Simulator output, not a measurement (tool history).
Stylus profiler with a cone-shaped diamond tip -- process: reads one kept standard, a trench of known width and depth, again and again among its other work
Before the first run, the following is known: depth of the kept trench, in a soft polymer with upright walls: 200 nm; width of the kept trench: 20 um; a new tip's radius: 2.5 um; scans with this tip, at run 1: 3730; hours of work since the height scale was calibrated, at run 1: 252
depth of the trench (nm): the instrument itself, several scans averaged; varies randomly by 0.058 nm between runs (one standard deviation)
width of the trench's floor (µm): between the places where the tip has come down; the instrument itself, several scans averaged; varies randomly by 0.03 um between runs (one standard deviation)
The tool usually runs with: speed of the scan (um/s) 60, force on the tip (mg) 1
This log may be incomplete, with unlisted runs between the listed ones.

| run | day | speed of the scan (um/s) | force on the tip (mg) | scans with this tip | hours of work since the height scale was calibrated | depth of the trench (nm) | width of the trench's floor (µm) |
|---|---|---|---|---|---|---|---|
| 1 | 0 | 60 | 1 | 3730 | 252 | 201.37 | 17.88 |
| 2 | 0.571 | 60 | 1.29 | 3873 | 262 | 201.63 | 17.89 |
| 3 | 1.192 | 60 | 1.29 | 4029 | 273 | 201.62 | 17.88 |
| 4 | 1.604 | 60 | 1.29 | 4132 | 279 | 201.57 | 17.91 |
| 5 | 2.079 | 60 | 1.29 | 4251 | 288 | 201.56 | 17.89 |
| 6 | 2.458 | 60 | 0.71 | 4346 | 294 | 201.08 | 17.81 |
| 7 | 3.133 | 41 | 1 | 4515 | 305 | 201.39 | 17.92 |
| 8 | 3.746 | 41 | 1 | 4668 | 316 | 201.33 | 17.96 |
| 9 | 4.196 | 41 | 1 | 4781 | 323 | 201.38 | 17.97 |
| 10 | 4.962 | 60 | 1 | 4973 | 336 | 201.38 | 17.86 |
| 11 | 5.629 | 60 | 1 | 5140 | 348 | 201.38 | 17.84 |
| 12 | 6.279 | 60 | 1 | 5302 | 359 | 201.31 | 17.89 |
| 13 | 6.725 | 60 | 2.35 | 5414 | 366 | 202.48 | 17.96 |
| 14 | 7.254 | 110 | 2.35 | 5547 | 375 | 202.38 | 17.83 |
| 15 | 8.029 | 110 | 2.35 | 5741 | 388 | 202.37 | 17.92 |
| 16 | 8.596 | 60 | 1 | 5883 | 398 | 201.39 | 17.91 |
| 17 | 9.021 | 60 | 1 | 5990 | 405 | 201.32 | 17.88 |
| 18 | 9.496 | 60 | 1 | 6108 | 413 | 201.32 | 17.94 |
| 19 | 10.054 | 60 | 1 | 6249 | 423 | 201.24 | 17.84 |
| 20 | 10.529 | 60 | 1 | 6368 | 431 | 201.4 | 17.87 |
| 21 | 11.308 | 60 | 1 | 6562 | 444 | 201.24 | 17.87 |
| 22 | 11.812 | 60 | 1 | 6688 | 452 | 201.33 | 17.86 |
| 23 | 12.338 | 119 | 0.34 | 6820 | 461 | 200.55 | 17.49 |
| 24 | 13.046 | 154 | 1.3 | 6998 | 473 | 201.63 | 17.68 |
| 25 | 13.554 | 154 | 0.77 | 7125 | 482 | 201.19 | 17.53 |
| 26 | 14.35 | 31 | 0.67 | 7324 | 495 | 201.08 | 17.97 |
| 27 | 14.979 | 175 | 2 | 7482 | 506 | 202.11 | 17.71 |
| 28 | 15.471 | 175 | 2 | 7605 | 514 | 202.28 | 17.69 |
| 29 | 16 | 152 | 0.34 | 7738 | 523 | 200.64 | 17.31 |
| 30 | 16.779 | 160 | 1.25 | 7932 | 537 | 201.56 | 17.64 |
| 31 | 17.146 | 160 | 1.25 | 8024 | 543 | 201.54 | 17.67 |
| 32 | 17.804 | 145 | 1.03 | 8190 | 554 | 201.39 | 17.7 |
| 33 | 18.296 | 50 | 0.48 | 8312 | 562 | 200.87 | 17.83 |
| 34 | 19.096 | 50 | 0.48 | 8512 | 576 | 200.87 | 17.84 |
| 35 | 19.692 | 50 | 0.48 | 8662 | 586 | 200.82 | 17.88 |
| 36 | 20.196 | 37 | 0.5 | 8788 | 594 | 200.75 | 17.87 |
| 37 | 20.65 | 148 | 0.96 | 8902 | 602 | 201.21 | 17.62 |
| 38 | 21.433 | 25 | 1.91 | 9098 | 615 | 202.11 | 17.96 |
| 39 | 21.904 | 158 | 0.46 | 9216 | 623 | 200.85 | 17.35 |
| 40 | 22.521 | 117 | 0.65 | 9371 | 634 | 201.06 | 17.66 |
| 41 | 22.996 | 60 | 0.98 | 9489 | 642 | 201.34 | 17.86 |

3 ways to go on from here, each from the tool as it stands after run 41. What would each give?
| A | 23.738 | 60 | 1.67 | 9675 | 654 | ? | ? |
| B | 23.738 | 52 | 0.98 | 9675 | 654 | ? | ? |
| C | 23.738 | 16 | 0.98 | 9675 | 654 | ? | ? |

| run | depth of the trench (nm) | width of the trench's floor (µm) |
|---|---|---|
| A | 201.84 | 17.9 |
| B | 201.43 | 17.91 |
| C | 201.39 | 17.98 |
With the hidden condition removed and each run's random variation left untouched, the same runs would have given:
| run | depth of the trench (nm) | width of the trench's floor (µm) |
|---|---|---|
| A | 201.85 | 17.9 |
| B | 201.44 | 17.92 |
| C | 201.4 | 17.99 |

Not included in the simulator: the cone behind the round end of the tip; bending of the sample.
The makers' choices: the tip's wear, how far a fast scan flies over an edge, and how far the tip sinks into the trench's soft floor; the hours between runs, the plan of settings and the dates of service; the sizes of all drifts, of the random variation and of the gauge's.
